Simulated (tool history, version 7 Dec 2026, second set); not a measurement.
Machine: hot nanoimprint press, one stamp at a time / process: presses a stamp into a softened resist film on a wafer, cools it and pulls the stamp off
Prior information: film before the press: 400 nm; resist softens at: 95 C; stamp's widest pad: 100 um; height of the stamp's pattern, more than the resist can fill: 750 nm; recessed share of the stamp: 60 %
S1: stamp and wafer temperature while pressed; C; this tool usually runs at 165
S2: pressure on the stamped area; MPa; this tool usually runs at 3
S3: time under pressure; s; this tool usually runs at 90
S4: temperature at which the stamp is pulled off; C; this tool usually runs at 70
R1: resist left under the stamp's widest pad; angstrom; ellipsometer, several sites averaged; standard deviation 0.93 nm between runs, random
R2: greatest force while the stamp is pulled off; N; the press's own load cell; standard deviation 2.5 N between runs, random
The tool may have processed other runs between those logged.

Run 1, hour 0: usual settings. Result: R1 2177 angstrom, R2 114 N.
Run 2, hour 11.7: usual settings. Result: R1 2189 angstrom, R2 123 N.
Run 3, hour 20.9: usual settings. Result: R1 2189 angstrom, R2 122 N.
Run 4, hour 33.7: usual settings. Result: R1 2191 angstrom, R2 123 N.
Run 5, hour 48.2: usual settings. Result: R1 2195 angstrom, R2 125 N.
Run 6, hour 56.1: usual settings but S4 56 C. Result: R1 2180 angstrom, R2 138 N.
Run 7, hour 63.4: usual settings but S2 3.89 MPa. Result: R1 2009 angstrom, R2 122 N.
Run 8, hour 73.9: usual settings but S1 173 C, S2 3.89 MPa. Result: R1 1291 angstrom, R2 124 N.
Run 9, hour 90: usual settings but S1 173 C, S2 3.89 MPa. Result: R1 1281 angstrom, R2 128 N.
Run 10, hour 99.1: usual settings but S1 173 C, S2 4.11 MPa. Result: R1 1269 angstrom, R2 124 N.
Run 11, hour 112.7: usual settings but S1 173 C, S2 4.11 MPa. Result: R1 1250 angstrom, R2 129 N.
Run 12, hour 126.4: usual settings but S1 173 C, S2 2.3 MPa. Result: R1 1618 angstrom, R2 124 N.
Run 13, hour 136.8: usual settings but S1 173 C, S2 2.3 MPa. Result: R1 1605 angstrom, R2 124 N.
Run 14, hour 146.4: usual settings but S1 173 C, S2 2.3 MPa. Result: R1 1622 angstrom, R2 126 N.
Run 15, hour 162.2: usual settings but S1 173 C, S2 2.3 MPa. Result: R1 1615 angstrom, R2 131 N.
Run 16, hour 169.9: usual settings but S1 173 C, S2 2.3 MPa. Result: R1 1612 angstrom, R2 129 N.
Run 17, hour 181.2: usual settings but S1 173 C, S2 2.55 MPa. Result: R1 1548 angstrom, R2 127 N.
Run 18, hour 196.3: usual settings but S1 173 C, S2 4.07 MPa, S4 64 C. Result: R1 1256 angstrom, R2 142 N.
Run 19, hour 204.4: usual settings but S2 3.87 MPa. Result: R1 1992 angstrom, R2 124 N.
Run 20, hour 211.8: usual settings but S2 3.87 MPa. Result: R1 1967 angstrom, R2 133 N.
Run 21, hour 225.8: usual settings but S2 3.74 MPa, S3 51 s. Result: R1 2427 angstrom, R2 134 N.
Run 22, hour 238.3: usual settings but S1 173 C, S2 3.3 MPa, S3 130 s, S4 57 C. Result: R1 1166 angstrom, R2 155 N.

Predict the results of run 23:
Run 23, hour 248.7: usual settings but S1 173 C, S2 3.3 MPa, S3 130 s, S4 57 C. Result: R1 ?, R2 ?.

R1: 1160 angstrom
R2: 153 N
Were there no unlogged condition in the tool, this run, its random variation unchanged, would have produced R1 1181 angstrom, R2 131 N.
